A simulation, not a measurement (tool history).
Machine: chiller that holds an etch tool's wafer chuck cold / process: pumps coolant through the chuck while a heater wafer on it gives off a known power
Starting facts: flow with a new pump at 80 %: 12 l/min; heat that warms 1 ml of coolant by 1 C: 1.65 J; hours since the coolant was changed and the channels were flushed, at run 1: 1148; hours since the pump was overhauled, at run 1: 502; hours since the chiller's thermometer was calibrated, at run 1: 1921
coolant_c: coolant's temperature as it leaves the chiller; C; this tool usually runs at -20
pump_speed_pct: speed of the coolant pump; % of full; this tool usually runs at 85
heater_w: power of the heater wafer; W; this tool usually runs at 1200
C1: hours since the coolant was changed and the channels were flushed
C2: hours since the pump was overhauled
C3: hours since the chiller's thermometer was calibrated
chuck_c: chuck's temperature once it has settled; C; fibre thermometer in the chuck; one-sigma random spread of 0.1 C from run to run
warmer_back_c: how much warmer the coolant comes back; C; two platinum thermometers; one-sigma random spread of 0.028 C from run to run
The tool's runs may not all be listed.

run 1 hour=0 | coolant_c=-20 pump_speed_pct=85 heater_w=1200 | C1=1148 C2=502 C3=1921 | chuck_c=-8.2 warmer_back_c=3.49
run 2 hour=32.7 | coolant_c=-20 pump_speed_pct=85 heater_w=1200 | C1=1180 C2=535 C3=1953 | chuck_c=-8.2 warmer_back_c=3.49
run 3 hour=60.5 | coolant_c=-20 pump_speed_pct=85 heater_w=1200 | C1=1208 C2=562 C3=1981 | chuck_c=-8.1 warmer_back_c=3.46
run 4 hour=109.6 | coolant_c=-20 pump_speed_pct=85 heater_w=1200 | C1=1257 C2=611 C3=2030 | chuck_c=-8.1 warmer_back_c=3.46
run 5 hour=155.9 | coolant_c=-20 pump_speed_pct=85 heater_w=1200 | C1=1304 C2=658 C3=2076 | chuck_c=-8 warmer_back_c=3.48
run 6 hour=224.1 | coolant_c=-20 pump_speed_pct=85 heater_w=1200 | C1=1372 C2=726 C3=2145 | chuck_c=-8.1 warmer_back_c=3.49
run 7 hour=283.1 | coolant_c=-20 pump_speed_pct=85 heater_w=1200 | C1=1431 C2=785 C3=2204 | chuck_c=-8 warmer_back_c=3.58
run 8 hour=333.4 | coolant_c=-20 pump_speed_pct=85 heater_w=1200 | C1=1481 C2=835 C3=2254 | chuck_c=-7.9 warmer_back_c=3.47
run 9 hour=373.6 | coolant_c=-20 pump_speed_pct=62 heater_w=1200 | C1=1521 C2=875 C3=2294 | chuck_c=-5.8 warmer_back_c=4.81
run 10 hour=404.5 | coolant_c=-20 pump_speed_pct=62 heater_w=1200 | C1=1552 C2=906 C3=2325 | chuck_c=-5.9 warmer_back_c=4.83
run 11 hour=452.2 | coolant_c=-20 pump_speed_pct=85 heater_w=800 | C1=1600 C2=954 C3=2373 | chuck_c=-11.9 warmer_back_c=2.32
run 12 hour=488 | coolant_c=-20 pump_speed_pct=68 heater_w=1200 | C1=1636 C2=990 C3=2409 | chuck_c=-6.4 warmer_back_c=4.41
run 13 hour=521.5 | coolant_c=-20 pump_speed_pct=68 heater_w=1200 | C1=1669 C2=1023 C3=2442 | chuck_c=-6.5 warmer_back_c=4.42
run 14 hour=558 | coolant_c=-20 pump_speed_pct=68 heater_w=1200 | C1=1706 C2=1060 C3=2479 | chuck_c=-6.4 warmer_back_c=4.37
run 15 hour=602.2 | coolant_c=-20 pump_speed_pct=85 heater_w=767 | C1=1750 C2=1104 C3=2523 | chuck_c=-12.2 warmer_back_c=2.23
run 16 hour=638.4 | coolant_c=-20 pump_speed_pct=85 heater_w=1200 | C1=1786 C2=1140 C3=2559 | chuck_c=-7.9 warmer_back_c=3.48
run 17 hour=705.2 | coolant_c=-23 pump_speed_pct=77 heater_w=1447 | C1=1853 C2=1207 C3=2626 | chuck_c=-7.7 warmer_back_c=4.7
run 18 hour=748.5 | coolant_c=-22 pump_speed_pct=94 heater_w=1100 | C1=1896 C2=1250 C3=2669 | chuck_c=-11.5 warmer_back_c=2.94
run 19 hour=802.7 | coolant_c=-22 pump_speed_pct=94 heater_w=1100 | C1=1950 C2=1305 C3=2723 | chuck_c=-11.2 warmer_back_c=2.96
run 20 hour=859.2 | coolant_c=-29 pump_speed_pct=65 heater_w=1347 | C1=2007 C2=1361 C3=2780 | chuck_c=-13.2 warmer_back_c=5.17
run 21 hour=918.1 | coolant_c=-11 pump_speed_pct=76 heater_w=748 | C1=2066 C2=1420 C3=2839 | chuck_c=-3 warmer_back_c=2.49
run 22 hour=966.5 | coolant_c=-20 pump_speed_pct=90 heater_w=855 | C1=2114 C2=1468 C3=2887 | chuck_c=-11.6 warmer_back_c=2.37
run 23 hour=1034.6 | coolant_c=-20 pump_speed_pct=76 heater_w=1566 | C1=2182 C2=1536 C3=2955 | chuck_c=-3 warmer_back_c=5.23
run 24 hour=1077.8 | coolant_c=-19 pump_speed_pct=64 heater_w=1314 | C1=2225 C2=1580 C3=2998 | chuck_c=-3.4 warmer_back_c=5.2
run 25 hour=1118.8 | coolant_c=-24 pump_speed_pct=66 heater_w=1705 | C1=2267 C2=1621 C3=3039 | chuck_c=-4.1 warmer_back_c=6.52
run 26 hour=1179.5 | coolant_c=-24 pump_speed_pct=66 heater_w=1705 | C1=2327 C2=1681 C3=3100 | chuck_c=-4.2 warmer_back_c=6.59
run 27 hour=1214.1 | coolant_c=-20 pump_speed_pct=68 heater_w=618 | C1=2362 C2=1716 C3=3135 | chuck_c=-12.6 warmer_back_c=2.3
run 28 hour=1251.8 | coolant_c=-20 pump_speed_pct=97 heater_w=974 | C1=2399 C2=1754 C3=3172 | chuck_c=-10.5 warmer_back_c=2.55
run 29 hour=1284.1 | coolant_c=-20 pump_speed_pct=97 heater_w=974 | C1=2432 C2=1786 C3=3205 | chuck_c=-10.4 warmer_back_c=2.54
run 30 hour=1339.6 | coolant_c=-18 pump_speed_pct=72 heater_w=974 | C1=2487 C2=1841 C3=3260 | chuck_c=-6.9 warmer_back_c=3.47
run 31 hour=1394 | coolant_c=-20 pump_speed_pct=72 heater_w=1200 | C1=2542 C2=1896 C3=3315 | chuck_c=-6.3 warmer_back_c=4.18

Same runs, no hidden state in the tool, same run-to-run variation:
What the log doesn't record here: heat passed by the chuck's channels, % of clean ones'; flow at a given pump speed, % of a new pump's; coolant's true temperature over the reading, C; drift of the gauge itself on chuck_c, C; drift of the gauge itself on warmer_back_c, C.
run=1 chuck_c=-8.8 warmer_back_c=3.45
run=2 chuck_c=-8.8 warmer_back_c=3.45
run=3 chuck_c=-8.7 warmer_back_c=3.41
run=4 chuck_c=-8.8 warmer_back_c=3.41
run=5 chuck_c=-8.7 warmer_back_c=3.42
run=6 chuck_c=-8.8 warmer_back_c=3.43
run=7 chuck_c=-8.8 warmer_back_c=3.51
run=8 chuck_c=-8.6 warmer_back_c=3.4
run=9 chuck_c=-6.7 warmer_back_c=4.7
run=10 chuck_c=-6.7 warmer_back_c=4.72
run=11 chuck_c=-12.5 warmer_back_c=2.27
run=12 chuck_c=-7.3 warmer_back_c=4.3
run=13 chuck_c=-7.4 warmer_back_c=4.31
run=14 chuck_c=-7.3 warmer_back_c=4.26
run=15 chuck_c=-12.9 warmer_back_c=2.17
run=16 chuck_c=-8.8 warmer_back_c=3.38
run=17 chuck_c=-8.8 warmer_back_c=4.57
run=18 chuck_c=-12.4 warmer_back_c=2.85
run=19 chuck_c=-12.1 warmer_back_c=2.87
run=20 chuck_c=-14.4 warmer_back_c=5.01
run=21 chuck_c=-3.8 warmer_back_c=2.41
run=22 chuck_c=-12.4 warmer_back_c=2.29
run=23 chuck_c=-4.4 warmer_back_c=5.04
run=24 chuck_c=-4.7 warmer_back_c=5
run=25 chuck_c=-5.7 warmer_back_c=6.26
run=26 chuck_c=-5.8 warmer_back_c=6.32
run=27 chuck_c=-13.4 warmer_back_c=2.21
run=28 chuck_c=-11.5 warmer_back_c=2.45
run=29 chuck_c=-11.4 warmer_back_c=2.43
run=30 chuck_c=-8.1 warmer_back_c=3.32
run=31 chuck_c=-7.7 warmer_back_c=3.99
